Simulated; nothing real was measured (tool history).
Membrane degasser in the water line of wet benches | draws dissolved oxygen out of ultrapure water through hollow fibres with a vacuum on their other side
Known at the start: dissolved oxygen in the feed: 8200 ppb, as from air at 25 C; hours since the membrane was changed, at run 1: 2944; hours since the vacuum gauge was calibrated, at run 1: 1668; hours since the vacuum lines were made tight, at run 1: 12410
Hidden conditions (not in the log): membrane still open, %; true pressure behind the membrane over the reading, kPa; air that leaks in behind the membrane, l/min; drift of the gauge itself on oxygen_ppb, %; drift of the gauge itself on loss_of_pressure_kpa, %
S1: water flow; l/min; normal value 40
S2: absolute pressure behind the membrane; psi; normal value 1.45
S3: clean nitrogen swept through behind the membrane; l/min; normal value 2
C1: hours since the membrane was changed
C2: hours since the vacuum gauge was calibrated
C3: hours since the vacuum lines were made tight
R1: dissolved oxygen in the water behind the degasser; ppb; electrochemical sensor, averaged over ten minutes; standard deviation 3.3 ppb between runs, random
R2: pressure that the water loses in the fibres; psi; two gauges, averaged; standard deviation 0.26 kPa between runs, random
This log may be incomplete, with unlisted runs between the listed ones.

{"run": 1, "day": 0.0, "S1": 40, "S2": 1.45, "S3": 2, "C1": 2944, "C2": 1668, "C3": 12410, "R1": 338.8, "R2": 10.214}
{"run": 2, "day": 4.929, "S1": 40, "S2": 1.45, "S3": 2, "C1": 3062, "C2": 1787, "C3": 12528, "R1": 346, "R2": 10.26}
{"run": 3, "day": 15.392, "S1": 40, "S2": 1.45, "S3": 2, "C1": 3313, "C2": 2038, "C3": 12779, "R1": 344.2, "R2": 10.23}
{"run": 4, "day": 25.492, "S1": 40, "S2": 1.45, "S3": 2, "C1": 3556, "C2": 2280, "C3": 13022, "R1": 342.3, "R2": 10.237}
{"run": 5, "day": 34.712, "S1": 40, "S2": 1.45, "S3": 2, "C1": 3777, "C2": 2502, "C3": 13243, "R1": 345.2, "R2": 10.274}
{"run": 6, "day": 42.525, "S1": 40, "S2": 1.45, "S3": 3.86, "C1": 3964, "C2": 2689, "C3": 13430, "R1": 211.9, "R2": 10.224}
{"run": 7, "day": 47.208, "S1": 40, "S2": 1.12, "S3": 2, "C1": 4077, "C2": 2802, "C3": 13543, "R1": 247.4, "R2": 10.216}
{"run": 8, "day": 55.742, "S1": 40, "S2": 1.12, "S3": 2, "C1": 4282, "C2": 3006, "C3": 13748, "R1": 246.2, "R2": 10.26}
{"run": 9, "day": 63.908, "S1": 40, "S2": 1.12, "S3": 2, "C1": 4478, "C2": 3202, "C3": 13944, "R1": 246.5, "R2": 10.325}
{"run": 10, "day": 71.638, "S1": 40, "S2": 1.12, "S3": 2, "C1": 4663, "C2": 3388, "C3": 14129, "R1": 246.9, "R2": 10.267}
{"run": 11, "day": 76.179, "S1": 40, "S2": 1.12, "S3": 2, "C1": 4772, "C2": 3497, "C3": 14238, "R1": 249.7, "R2": 10.254}
{"day": 79.704, "done": "seals of the vacuum lines changed"}
{"run": 12, "day": 84.862, "S1": 40, "S2": 1.45, "S3": 2, "C1": 4978, "C2": 3703, "C3": 124, "R1": 341.8, "R2": 10.286}
{"run": 13, "day": 90.45, "S1": 40, "S2": 1.45, "S3": 2, "C1": 5113, "C2": 3837, "C3": 258, "R1": 343.9, "R2": 10.325}
{"run": 14, "day": 96.129, "S1": 40, "S2": 1.45, "S3": 3.22, "C1": 5249, "C2": 3974, "C3": 394, "R1": 242.1, "R2": 10.309}
{"run": 15, "day": 103.888, "S1": 40, "S2": 1.45, "S3": 2, "C1": 5435, "C2": 4160, "C3": 580, "R1": 348.8, "R2": 10.34}
{"run": 16, "day": 114.279, "S1": 40, "S2": 1.45, "S3": 2, "C1": 5684, "C2": 4409, "C3": 830, "R1": 346.3, "R2": 10.367}
{"run": 17, "day": 121.483, "S1": 40, "S2": 1.45, "S3": 2, "C1": 5857, "C2": 4582, "C3": 1003, "R1": 345.4, "R2": 10.347}
{"run": 18, "day": 127.638, "S1": 30, "S2": 2.1, "S3": 0.9, "C1": 6005, "C2": 4730, "C3": 1150, "R1": 725.4, "R2": 7.8}
{"run": 19, "day": 137.192, "S1": 32, "S2": 1.45, "S3": 2.18, "C1": 6234, "C2": 4959, "C3": 1380, "R1": 247.3, "R2": 8.256}
{"day": 137.954, "done": "vacuum gauge calibrated"}
{"run": 20, "day": 142.8, "S1": 32, "S2": 1.45, "S3": 4.77, "C1": 6368, "C2": 116, "C3": 1514, "R1": 127.7, "R2": 8.261}
{"run": 21, "day": 152.129, "S1": 32, "S2": 1.45, "S3": 4.77, "C1": 6592, "C2": 340, "C3": 1738, "R1": 127, "R2": 8.37}
{"run": 22, "day": 157.825, "S1": 32, "S2": 1.45, "S3": 4.77, "C1": 6729, "C2": 477, "C3": 1874, "R1": 128.7, "R2": 8.343}
{"run": 23, "day": 166.371, "S1": 32, "S2": 1.45, "S3": 4.77, "C1": 6934, "C2": 682, "C3": 2080, "R1": 128.9, "R2": 8.335}
{"run": 24, "day": 174.862, "S1": 32, "S2": 1.45, "S3": 4.77, "C1": 7138, "C2": 886, "C3": 2283, "R1": 129, "R2": 8.332}
{"run": 25, "day": 181.479, "S1": 25, "S2": 1.35, "S3": 2.56, "C1": 7297, "C2": 1045, "C3": 2442, "R1": 148.1, "R2": 6.473}
{"run": 26, "day": 187.833, "S1": 28, "S2": 1.39, "S3": 3.91, "C1": 7449, "C2": 1197, "C3": 2595, "R1": 122, "R2": 7.326}
{"run": 27, "day": 196.721, "S1": 28, "S2": 1.39, "S3": 3.91, "C1": 7663, "C2": 1410, "C3": 2808, "R1": 121.8, "R2": 7.31}
{"day": 203.392, "done": "vacuum gauge calibrated, once more"}
{"run": 28, "day": 207.525, "S1": 42, "S2": 1.81, "S3": 4, "C1": 7921, "C2": 99, "C3": 3067, "R1": 285.9, "R2": 10.966}
{"run": 29, "day": 213.854, "S1": 42, "S2": 1.81, "S3": 4, "C1": 8073, "C2": 251, "C3": 3219, "R1": 290.1, "R2": 10.95}
{"run": 30, "day": 224.362, "S1": 45, "S2": 3.5, "S3": 4, "C1": 8325, "C2": 503, "C3": 3471, "R1": 591.7, "R2": 11.774}
{"run": 31, "day": 229.612, "S1": 31, "S2": 1.68, "S3": 2.31, "C1": 8451, "C2": 629, "C3": 3597, "R1": 269.2, "R2": 8.07}
{"run": 32, "day": 238.417, "S1": 40, "S2": 1.45, "S3": 0.83, "C1": 8663, "C2": 841, "C3": 3808, "R1": 641.8, "R2": 10.502}
{"run": 33, "day": 243.179, "S1": 32, "S2": 2.52, "S3": 0.85, "C1": 8777, "C2": 955, "C3": 3922, "R1": 979.3, "R2": 8.418}

Take each entry between the runs: how does the hidden state at the last listed run before it differ from the hidden state at the first listed run after it?
Logged between run 11 and run 12: seals of the vacuum lines changed (day 79.704)
  membrane still open, %: 97.9 -> 97.8; air that leaks in behind the membrane, l/min: 0.0212 -> 0.0015
  measured result minus the result with no hidden state, R1: +10.1 -> +8.6 ppb; R2: +0.213 -> +0.223 psi
Logged between run 19 and run 20: vacuum gauge calibrated (day 137.954)
  membrane still open, %: 97.3 -> 97.2; true pressure behind the membrane over the reading, kPa: 0.13 -> 0.21; air that leaks in behind the membrane, l/min: 0.0032 -> 0.0034
  measured result minus the result with no hidden state, R1: +6.9 -> +6 ppb; R2: +0.223 -> +0.231 psi
Logged between run 27 and run 28: vacuum gauge calibrated, once more (day 203.392)
  membrane still open, %: 96.7 -> 96.6; true pressure behind the membrane over the reading, kPa: 0.24 -> 0.02; air that leaks in behind the membrane, l/min: 0.0051 -> 0.0054
  measured result minus the result with no hidden state, R1: +6.1 -> +10.4 ppb; R2: +0.242 -> +0.377 psi

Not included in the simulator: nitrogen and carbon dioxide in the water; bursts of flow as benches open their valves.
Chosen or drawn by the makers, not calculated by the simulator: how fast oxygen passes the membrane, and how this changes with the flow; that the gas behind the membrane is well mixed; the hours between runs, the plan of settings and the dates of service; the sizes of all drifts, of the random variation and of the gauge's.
